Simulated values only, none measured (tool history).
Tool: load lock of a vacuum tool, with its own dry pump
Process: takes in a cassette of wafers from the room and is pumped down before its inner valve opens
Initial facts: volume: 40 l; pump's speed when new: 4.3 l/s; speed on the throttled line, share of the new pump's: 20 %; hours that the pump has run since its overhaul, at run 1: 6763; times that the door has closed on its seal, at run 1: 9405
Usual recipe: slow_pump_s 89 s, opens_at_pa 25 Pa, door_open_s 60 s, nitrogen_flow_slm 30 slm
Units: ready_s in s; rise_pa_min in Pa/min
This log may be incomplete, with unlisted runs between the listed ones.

run	hour	slow_pump_s	opens_at_pa	door_open_s	nitrogen_flow_slm	hours that the pump has run since its overhaul	times that the door has closed on its seal	incoming humidity of the room's air, %	ready_s	rise_pa_min
1	0	89	25	60	30	6763	9405	43.6	152.8	0.226
2	188.6	89	25	60	30	6952	9827	40.6	155.8	0.229
3	445.3	89	25	60	30	7209	10401	47	153.8	0.248
4	714.1	89	25	133	30	7477	11002	47	154.6	0.293
5	911.7	89	25	133	30	7675	11444	50.2	155.5	0.312
6	1072.2	89	25	60	30	7835	11803	48.7	154.2	0.289
7	1230.6	89	25	60	30	7994	12158	46.9	154.7	0.305
8	1470.5	89	25	60	30	8234	12694	45.8	156	0.313
9	1599	89	25	38	30	8362	12982	45.5	155	0.303
10	1871	89	25	60	30	8634	13590	46.9	155.6	0.328
11	2064.6	89	25	60	30	8828	14023	43.5	155.2	0.347
12	2320.8	89	25	60	30	9084	14597	40.9	156.2	0.357
13	2601.1	89	25	60	30	9364	15224	43.2	157.5	0.386
14	2816.6	89	25	60	30	9580	15706	42.6	157	0.397
15	2943.9	89	25	60	30	9707	15991	48.4	156	0.405
16	3187.2	67	25	60	30	9951	16535	45.6	139.1	0.43
17	3475.1	67	25	60	30	10238	17179	42.8	139.8	0.446
18	3753.2	67	25	60	30	10516	17801	47.2	139.6	0.472
19	3954.3	123	25	60	30	10718	18251	43	185.7	0.503
20	4153	89	38	61	16	10916	18695	44.5	152.4	0.517
21	4447.4	89	38	61	23	11211	19354	40.8	153.3	0.53
22	4639.4	176	43	61	30	11403	19784	44.9	220.2	0.541
23	4860.1	176	43	61	30	11623	20277	46	220.8	0.571
24	5059	78	38	127	9	11822	20722	46.3	145	0.657
25	5276.3	78	38	127	9	12040	21209	49.6	145.4	0.691
26	5580.9	73	21	127	19	12344	21890	46.8	146.8	0.67
27	5794.3	79	25	60	21	12558	22367	49.6	148.6	0.651
28	5963.6	68	25	60	21	12727	22746	46.1	142.9	0.683
29	6212.5	68	25	60	21	12976	23303	46.5	143.6	0.684
30	6495.5	62	39	60	30	13259	23936	44	133.4	0.723
31	6787.8	89	40	60	29	13551	24590	43.8	155.7	0.76
32	6964.8	130	25	60	11	13728	24986	46.7	191.9	0.806
33	7227	130	25	60	11	13990	25573	41.9	191.1	0.817
# hour 7248: door's seal changed, seat wiped
34	7359	132	25	60	10	14121	248	46.3	193.5	0.061
35	7639.3	77	24	36	5	14401	875	42.6	150	0.057
36	7853.9	58	25	117	30	14616	1356	44.1	136.8	0.066
37	8006.1	58	25	60	8	14768	1696	46.6	136.4	0.085

Hidden condition of the tool, last listed run before each entry between runs versus first listed run after:
Between runs 33 and 34: door's seal changed, seat wiped (hour 7248)
  pump's speed, % of a new pump's: 85 -> 84.8; leak at the door's seal, Pa l/s: 0.5109 -> 0.0041
  what was measured, less what the result would be without the hidden state, ready_s: +9.2 -> +9.3 s; rise_pa_min: +0.767 -> +0.003 Pa/min

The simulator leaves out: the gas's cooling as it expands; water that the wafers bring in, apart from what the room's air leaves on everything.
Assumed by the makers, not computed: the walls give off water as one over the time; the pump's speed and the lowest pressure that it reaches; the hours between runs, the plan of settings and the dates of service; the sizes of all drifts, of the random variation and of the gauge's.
